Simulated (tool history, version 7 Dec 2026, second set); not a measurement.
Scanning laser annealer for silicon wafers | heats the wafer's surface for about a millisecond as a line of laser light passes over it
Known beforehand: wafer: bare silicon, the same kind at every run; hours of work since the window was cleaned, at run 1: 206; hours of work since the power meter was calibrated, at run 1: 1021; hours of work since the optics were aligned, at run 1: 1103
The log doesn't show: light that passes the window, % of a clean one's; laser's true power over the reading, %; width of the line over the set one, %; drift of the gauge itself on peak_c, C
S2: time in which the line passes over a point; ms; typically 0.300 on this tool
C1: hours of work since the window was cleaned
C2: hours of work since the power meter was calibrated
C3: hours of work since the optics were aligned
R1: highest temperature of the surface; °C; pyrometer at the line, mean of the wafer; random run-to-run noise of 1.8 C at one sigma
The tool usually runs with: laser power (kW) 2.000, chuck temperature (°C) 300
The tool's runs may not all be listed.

{"run": 1, "day": 0.0, "laser power (kW)": 2.0, "S2": 0.3, "chuck temperature (°C)": 300, "C1": 206, "C2": 1021, "C3": 1103, "R1": 1078}
{"run": 2, "day": 2.1, "laser power (kW)": 2.0, "S2": 0.3, "chuck temperature (°C)": 300, "C1": 243, "C2": 1058, "C3": 1140, "R1": 1074}
{"run": 3, "day": 4.308, "laser power (kW)": 2.0, "S2": 0.3, "chuck temperature (°C)": 300, "C1": 282, "C2": 1097, "C3": 1179, "R1": 1072}
{"run": 4, "day": 6.917, "laser power (kW)": 2.0, "S2": 0.3, "chuck temperature (°C)": 300, "C1": 328, "C2": 1143, "C3": 1225, "R1": 1076}
{"run": 5, "day": 8.671, "laser power (kW)": 2.0, "S2": 0.3, "chuck temperature (°C)": 300, "C1": 359, "C2": 1174, "C3": 1256, "R1": 1075}
{"run": 6, "day": 10.075, "laser power (kW)": 2.0, "S2": 0.3, "chuck temperature (°C)": 300, "C1": 384, "C2": 1199, "C3": 1281, "R1": 1079}
{"run": 7, "day": 11.883, "laser power (kW)": 2.0, "S2": 0.3, "chuck temperature (°C)": 300, "C1": 416, "C2": 1231, "C3": 1313, "R1": 1078}
{"run": 8, "day": 13.371, "laser power (kW)": 2.0, "S2": 0.3, "chuck temperature (°C)": 300, "C1": 442, "C2": 1257, "C3": 1339, "R1": 1074}
{"run": 9, "day": 16.329, "laser power (kW)": 2.0, "S2": 0.3, "chuck temperature (°C)": 300, "C1": 495, "C2": 1310, "C3": 1391, "R1": 1077}
{"run": 10, "day": 19.242, "laser power (kW)": 2.0, "S2": 0.3, "chuck temperature (°C)": 284, "C1": 546, "C2": 1361, "C3": 1443, "R1": 1059}
{"day": 19.621, "done": "window over the wafer cleaned"}
{"day": 22.654, "done": "optics aligned, line set to its width"}
{"run": 11, "day": 22.704, "laser power (kW)": 2.0, "S2": 0.3, "chuck temperature (°C)": 284, "C1": 51, "C2": 1417, "C3": 1, "R1": 1061}
{"run": 12, "day": 25.604, "laser power (kW)": 2.0, "S2": 0.3, "chuck temperature (°C)": 300, "C1": 102, "C2": 1468, "C3": 52, "R1": 1079}
{"run": 13, "day": 28.404, "laser power (kW)": 2.0, "S2": 0.3, "chuck temperature (°C)": 300, "C1": 151, "C2": 1518, "C3": 102, "R1": 1077}
{"run": 14, "day": 31.408, "laser power (kW)": 1.912, "S2": 0.3, "chuck temperature (°C)": 300, "C1": 204, "C2": 1571, "C3": 155, "R1": 1040}
{"run": 15, "day": 32.942, "laser power (kW)": 2.0, "S2": 0.3, "chuck temperature (°C)": 300, "C1": 232, "C2": 1598, "C3": 182, "R1": 1076}
{"run": 16, "day": 34.558, "laser power (kW)": 2.0, "S2": 0.3, "chuck temperature (°C)": 300, "C1": 260, "C2": 1626, "C3": 210, "R1": 1077}
{"run": 17, "day": 37.958, "laser power (kW)": 2.0, "S2": 0.3, "chuck temperature (°C)": 265, "C1": 320, "C2": 1686, "C3": 270, "R1": 1039}
{"run": 18, "day": 40.538, "laser power (kW)": 2.061, "S2": 0.28, "chuck temperature (°C)": 265, "C1": 366, "C2": 1732, "C3": 316, "R1": 1042}
{"run": 19, "day": 43.367, "laser power (kW)": 2.061, "S2": 0.28, "chuck temperature (°C)": 265, "C1": 416, "C2": 1782, "C3": 366, "R1": 1039}
{"run": 20, "day": 45.896, "laser power (kW)": 2.061, "S2": 0.225, "chuck temperature (°C)": 322, "C1": 460, "C2": 1827, "C3": 410, "R1": 1016}
{"run": 21, "day": 47.679, "laser power (kW)": 1.723, "S2": 0.323, "chuck temperature (°C)": 300, "C1": 492, "C2": 1858, "C3": 442, "R1": 980}
{"run": 22, "day": 49.162, "laser power (kW)": 2.193, "S2": 0.257, "chuck temperature (°C)": 326, "C1": 518, "C2": 1884, "C3": 468, "R1": 1123}
{"day": 51.204, "done": "window over the wafer cleaned"}
{"run": 23, "day": 51.562, "laser power (kW)": 1.866, "S2": 0.245, "chuck temperature (°C)": 326, "C1": 6, "C2": 1925, "C3": 509, "R1": 977}
{"run": 24, "day": 54.788, "laser power (kW)": 1.99, "S2": 0.245, "chuck temperature (°C)": 326, "C1": 63, "C2": 1982, "C3": 566, "R1": 1022}
{"run": 25, "day": 56.7, "laser power (kW)": 1.98, "S2": 0.3, "chuck temperature (°C)": 295, "C1": 97, "C2": 2016, "C3": 600, "R1": 1065}
{"run": 26, "day": 60.146, "laser power (kW)": 2.074, "S2": 0.219, "chuck temperature (°C)": 287, "C1": 158, "C2": 2077, "C3": 660, "R1": 981}
{"run": 27, "day": 62.967, "laser power (kW)": 2.074, "S2": 0.219, "chuck temperature (°C)": 287, "C1": 208, "C2": 2127, "C3": 710, "R1": 983}
{"run": 28, "day": 66.012, "laser power (kW)": 2.074, "S2": 0.219, "chuck temperature (°C)": 287, "C1": 261, "C2": 2180, "C3": 764, "R1": 979}
{"run": 29, "day": 68.512, "laser power (kW)": 2.055, "S2": 0.211, "chuck temperature (°C)": 295, "C1": 306, "C2": 2224, "C3": 808, "R1": 968}
{"run": 30, "day": 71.017, "laser power (kW)": 2.093, "S2": 0.243, "chuck temperature (°C)": 268, "C1": 350, "C2": 2269, "C3": 852, "R1": 1004}
{"run": 31, "day": 73.146, "laser power (kW)": 2.0, "S2": 0.289, "chuck temperature (°C)": 300, "C1": 387, "C2": 2306, "C3": 890, "R1": 1059}

Alternative continuations, all from the tool just after run 31; predict every row:
{"run": "A", "day": 75.975, "laser power (kW)": 2.113, "S2": 0.3, "chuck temperature (°C)": 279, "C1": 437, "C2": 2356, "C3": 940, "R1": "?"}
{"run": "B", "day": 75.975, "laser power (kW)": 2.0, "S2": 0.249, "chuck temperature (°C)": 300, "C1": 437, "C2": 2356, "C3": 940, "R1": "?"}
{"run": "C", "day": 75.975, "laser power (kW)": 1.814, "S2": 0.289, "chuck temperature (°C)": 304, "C1": 437, "C2": 2356, "C3": 940, "R1": "?"}
{"run": "D", "day": 75.975, "laser power (kW)": 1.806, "S2": 0.243, "chuck temperature (°C)": 279, "C1": 437, "C2": 2356, "C3": 940, "R1": "?"}

run=A R1=1102
run=B R1=1005
run=C R1=985
run=D R1=907
Stripped of hidden state, with their random variation kept, the same runs would have yielded:
run=A R1=1103
run=B R1=1006
run=C R1=985
run=D R1=908

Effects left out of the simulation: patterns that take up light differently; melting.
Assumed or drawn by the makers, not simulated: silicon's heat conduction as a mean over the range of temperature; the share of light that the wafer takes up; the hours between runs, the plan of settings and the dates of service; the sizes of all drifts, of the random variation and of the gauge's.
